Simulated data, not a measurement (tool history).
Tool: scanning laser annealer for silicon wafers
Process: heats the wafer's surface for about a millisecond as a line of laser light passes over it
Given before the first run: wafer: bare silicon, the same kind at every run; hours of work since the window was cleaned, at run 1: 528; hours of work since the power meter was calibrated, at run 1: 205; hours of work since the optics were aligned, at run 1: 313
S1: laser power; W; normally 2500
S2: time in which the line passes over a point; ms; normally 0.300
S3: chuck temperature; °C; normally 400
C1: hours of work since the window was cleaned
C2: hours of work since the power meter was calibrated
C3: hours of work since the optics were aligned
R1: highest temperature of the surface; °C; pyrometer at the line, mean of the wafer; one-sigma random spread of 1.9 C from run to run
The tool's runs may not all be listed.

{"run": 1, "hour": 0.0, "S1": 2500, "S2": 0.3, "S3": 400, "C1": 528, "C2": 205, "C3": 313, "R1": 1125}
{"run": 2, "hour": 15.9, "S1": 2500, "S2": 0.3, "S3": 388, "C1": 536, "C2": 213, "C3": 320, "R1": 1114}
{"run": 3, "hour": 28.5, "S1": 2500, "S2": 0.3, "S3": 365, "C1": 542, "C2": 219, "C3": 327, "R1": 1090}
{"run": 4, "hour": 47.0, "S1": 2500, "S2": 0.3, "S3": 365, "C1": 551, "C2": 228, "C3": 336, "R1": 1090}
{"run": 5, "hour": 60.7, "S1": 2500, "S2": 0.3, "S3": 365, "C1": 557, "C2": 235, "C3": 342, "R1": 1089}
{"run": 6, "hour": 71.3, "S1": 2500, "S2": 0.3, "S3": 365, "C1": 563, "C2": 240, "C3": 347, "R1": 1088}
{"run": 7, "hour": 79.2, "S1": 2500, "S2": 0.3, "S3": 365, "C1": 566, "C2": 244, "C3": 351, "R1": 1088}
{"run": 8, "hour": 89.5, "S1": 2500, "S2": 0.3, "S3": 400, "C1": 571, "C2": 249, "C3": 356, "R1": 1125}
{"run": 9, "hour": 102.2, "S1": 2500, "S2": 0.3, "S3": 400, "C1": 578, "C2": 255, "C3": 362, "R1": 1123}
{"run": 10, "hour": 117.4, "S1": 2500, "S2": 0.233, "S3": 400, "C1": 585, "C2": 262, "C3": 370, "R1": 1024}
{"run": 11, "hour": 135.0, "S1": 2500, "S2": 0.368, "S3": 400, "C1": 594, "C2": 271, "C3": 378, "R1": 1211}
{"run": 12, "hour": 144.6, "S1": 2500, "S2": 0.368, "S3": 400, "C1": 598, "C2": 275, "C3": 383, "R1": 1212}
{"run": 13, "hour": 156.2, "S1": 2500, "S2": 0.368, "S3": 400, "C1": 604, "C2": 281, "C3": 389, "R1": 1210}
{"run": 14, "hour": 166.8, "S1": 2500, "S2": 0.3, "S3": 400, "C1": 609, "C2": 286, "C3": 394, "R1": 1121}
{"run": 15, "hour": 179.5, "S1": 2500, "S2": 0.3, "S3": 400, "C1": 615, "C2": 292, "C3": 400, "R1": 1123}
{"run": 16, "hour": 192.3, "S1": 2500, "S2": 0.3, "S3": 400, "C1": 621, "C2": 298, "C3": 406, "R1": 1121}
{"run": 17, "hour": 206.5, "S1": 2500, "S2": 0.257, "S3": 400, "C1": 628, "C2": 305, "C3": 413, "R1": 1056}
{"run": 18, "hour": 216.5, "S1": 2500, "S2": 0.3, "S3": 405, "C1": 633, "C2": 310, "C3": 418, "R1": 1124}
{"run": 19, "hour": 230.7, "S1": 2500, "S2": 0.3, "S3": 400, "C1": 640, "C2": 317, "C3": 425, "R1": 1119}
{"run": 20, "hour": 245.3, "S1": 2500, "S2": 0.3, "S3": 400, "C1": 647, "C2": 324, "C3": 432, "R1": 1122}
{"run": 21, "hour": 260.3, "S1": 2500, "S2": 0.3, "S3": 400, "C1": 654, "C2": 331, "C3": 439, "R1": 1120}
{"run": 22, "hour": 271.8, "S1": 2724, "S2": 0.227, "S3": 400, "C1": 660, "C2": 337, "C3": 445, "R1": 1068}
{"run": 23, "hour": 287.5, "S1": 2524, "S2": 0.227, "S3": 414, "C1": 668, "C2": 345, "C3": 452, "R1": 1035}
{"run": 24, "hour": 300.5, "S1": 2724, "S2": 0.335, "S3": 414, "C1": 674, "C2": 351, "C3": 459, "R1": 1255}
{"run": 25, "hour": 313.1, "S1": 2233, "S2": 0.241, "S3": 398, "C1": 680, "C2": 357, "C3": 465, "R1": 958}
{"run": 26, "hour": 330.2, "S1": 2257, "S2": 0.36, "S3": 384, "C1": 688, "C2": 365, "C3": 473, "R1": 1095}
{"run": 27, "hour": 340.1, "S1": 2500, "S2": 0.228, "S3": 435, "C1": 693, "C2": 370, "C3": 478, "R1": 1048}
{"run": 28, "hour": 358.4, "S1": 2500, "S2": 0.293, "S3": 403, "C1": 702, "C2": 379, "C3": 487, "R1": 1107}
{"run": 29, "hour": 369.5, "S1": 2500, "S2": 0.293, "S3": 403, "C1": 707, "C2": 384, "C3": 492, "R1": 1109}
{"run": 30, "hour": 378.4, "S1": 2450, "S2": 0.293, "S3": 408, "C1": 712, "C2": 389, "C3": 496, "R1": 1099}
{"hour": 381.8, "done": "window over the wafer cleaned"}
{"run": 31, "hour": 397.8, "S1": 2450, "S2": 0.293, "S3": 408, "C1": 8, "C2": 397, "C3": 505, "R1": 1088}
{"run": 32, "hour": 410.9, "S1": 2533, "S2": 0.233, "S3": 435, "C1": 14, "C2": 404, "C3": 511, "R1": 1051}
{"hour": 424.0, "done": "window over the wafer cleaned, once more"}
{"run": 33, "hour": 426.0, "S1": 2475, "S2": 0.312, "S3": 374, "C1": 1, "C2": 410, "C3": 518, "R1": 1131}
{"run": 34, "hour": 439.1, "S1": 2475, "S2": 0.312, "S3": 374, "C1": 7, "C2": 416, "C3": 524, "R1": 1133}
{"run": 35, "hour": 449.6, "S1": 2136, "S2": 0.371, "S3": 425, "C1": 12, "C2": 421, "C3": 529, "R1": 1137}
{"run": 36, "hour": 458.1, "S1": 2489, "S2": 0.336, "S3": 403, "C1": 17, "C2": 426, "C3": 533, "R1": 1195}
{"run": 37, "hour": 471.8, "S1": 2489, "S2": 0.336, "S3": 403, "C1": 23, "C2": 432, "C3": 540, "R1": 1195}
{"run": 38, "hour": 488.8, "S1": 2717, "S2": 0.286, "S3": 366, "C1": 31, "C2": 440, "C3": 548, "R1": 1159}
{"run": 39, "hour": 502.7, "S1": 2176, "S2": 0.342, "S3": 439, "C1": 38, "C2": 447, "C3": 555, "R1": 1130}
{"run": 40, "hour": 512.2, "S1": 2314, "S2": 0.342, "S3": 399, "C1": 43, "C2": 452, "C3": 559, "R1": 1137}
{"run": 41, "hour": 529.2, "S1": 2608, "S2": 0.342, "S3": 399, "C1": 51, "C2": 460, "C3": 568, "R1": 1239}
{"run": 42, "hour": 536.7, "S1": 2608, "S2": 0.342, "S3": 399, "C1": 55, "C2": 464, "C3": 571, "R1": 1236}

Entry by entry between the runs, the difference in hidden state between the last listed run before and the first listed run after:
Between runs 30 and 31: window over the wafer cleaned (hour 381.8)
  light that passes the window, % of a clean one's: 95.77 -> 94.3; width of the line over the set one, %: 1.96 -> 1.99
  difference, measured minus the result without the unlogged condition, R1: -43 -> -55 °C
Between runs 32 and 33: window over the wafer cleaned, once more (hour 424.0)
  light that passes the window, % of a clean one's: 94.27 -> 99.68; width of the line over the set one, %: 2.02 -> 2.04
  difference, measured minus the result without the unlogged condition, R1: -50 -> -13 °C
